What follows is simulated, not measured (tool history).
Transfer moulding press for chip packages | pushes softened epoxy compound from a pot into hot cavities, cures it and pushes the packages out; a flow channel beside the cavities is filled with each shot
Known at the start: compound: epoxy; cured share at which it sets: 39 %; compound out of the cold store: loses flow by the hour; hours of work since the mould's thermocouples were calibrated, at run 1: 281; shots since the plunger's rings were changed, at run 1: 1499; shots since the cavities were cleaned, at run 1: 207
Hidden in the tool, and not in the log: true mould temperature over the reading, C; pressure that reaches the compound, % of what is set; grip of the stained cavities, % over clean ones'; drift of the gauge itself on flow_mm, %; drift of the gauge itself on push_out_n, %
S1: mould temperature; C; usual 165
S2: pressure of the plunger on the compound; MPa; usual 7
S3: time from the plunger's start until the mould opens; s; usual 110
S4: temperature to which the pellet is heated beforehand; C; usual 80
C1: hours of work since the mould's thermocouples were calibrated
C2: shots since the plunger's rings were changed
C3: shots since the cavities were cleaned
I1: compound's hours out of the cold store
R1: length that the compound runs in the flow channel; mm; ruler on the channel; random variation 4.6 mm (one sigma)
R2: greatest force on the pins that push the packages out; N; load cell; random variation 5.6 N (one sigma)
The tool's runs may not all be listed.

run,hour,S1,S2,S3,S4,C1,C2,C3,I1,R1,R2
1,0,165,7,110,80,281,1499,207,38.5,821,261
2,19.8,165,7,110,80,290,1638,346,10.5,894,306
# hour 38.9: cavities cleaned with cleaning compound and waxed
3,47.4,165,7,110,80,301,1822,60,12.5,894,223
4,70.3,165,7,110,80,311,1983,221,35.6,829,261
5,84.6,165,7,110,80,317,2084,322,18.8,878,284
# hour 107.6: cavities cleaned with cleaning compound and waxed
6,109.1,165,7,110,80,327,2245,10,27.1,848,205
7,125.3,165,7,110,80,334,2359,124,32.5,831,238
8,147.4,165,7,110,80,344,2515,280,37.7,820,290
9,172.3,169,7,110,80,355,2690,455,45.2,779,284
# hour 178.5: cavities cleaned with cleaning compound and waxed
10,186.9,165,8.48,110,80,360,2782,59,16.4,957,230
11,209.7,165,8.48,110,80,370,2942,219,39,885,265
12,234.6,165,8.48,110,80,381,3117,394,9.4,983,314
# hour 247.8: cavities cleaned with cleaning compound and waxed
13,262.4,165,7,110,80,392,3302,103,41.5,795,237
# hour 265.8: mould's thermocouples calibrated
14,287.4,165,7,110,80,9,3464,265,29.9,830,288
15,312.2,165,7,110,80,20,3638,439,20,849,314
# hour 318.1: cavities cleaned with cleaning compound and waxed
16,329.3,165,7,110,80,27,3748,79,9.8,880,240
17,341.3,165,7,110,80,32,3832,163,28.4,826,249
# hour 354.2: mould's thermocouples calibrated, once more
18,370.6,165,7,110,80,7,4024,355,37.1,792,284
# hour 390.6: cavities cleaned with cleaning compound and waxed
19,395.2,165,7,110,80,17,4187,33,40.7,789,209
20,418.7,165,7,110,80,27,4352,198,20.5,843,254
21,448,165,7,126,80,40,4558,404,10.5,859,280
# hour 461.5: cavities cleaned with cleaning compound and waxed
22,463.5,165,7,126,80,46,4656,14,17.9,839,178
23,487.4,170,7.5,93,72,57,4825,183,17.2,845,250
24,509.8,165,5.52,90,80,66,4982,340,16.1,740,412
# hour 530.1: cavities cleaned with cleaning compound and waxed
25,537.4,165,7,94,80,78,5166,52,43.5,765,253
# hour 552.1: plunger's sealing rings changed
26,565,165,7,94,80,88,91,228,34.4,851,331
27,578.7,165,8.43,135,80,94,187,324,40.6,918,249
# hour 602.4: cavities cleaned with cleaning compound and waxed
28,604.7,167,8.65,129,78,105,360,16,25,956,180
29,634.4,167,8.65,129,78,118,568,224,11.8,990,224

3 ways to go on from here, each from the tool as it stands after run 29. What would each give?
A,653.8,167,7,128,77,126,705,361,43.8,?,?
B,653.8,168,7.42,110,75,126,705,361,16.5,?,?
C,653.8,161,7,93,76,126,705,361,29.1,?,?

run,R1,R2
A,811,258
B,901,278
C,883,532
Without the tool's hidden state the same runs would have given:
run,R1,R2
A,821,171
B,912,184
C,894,354
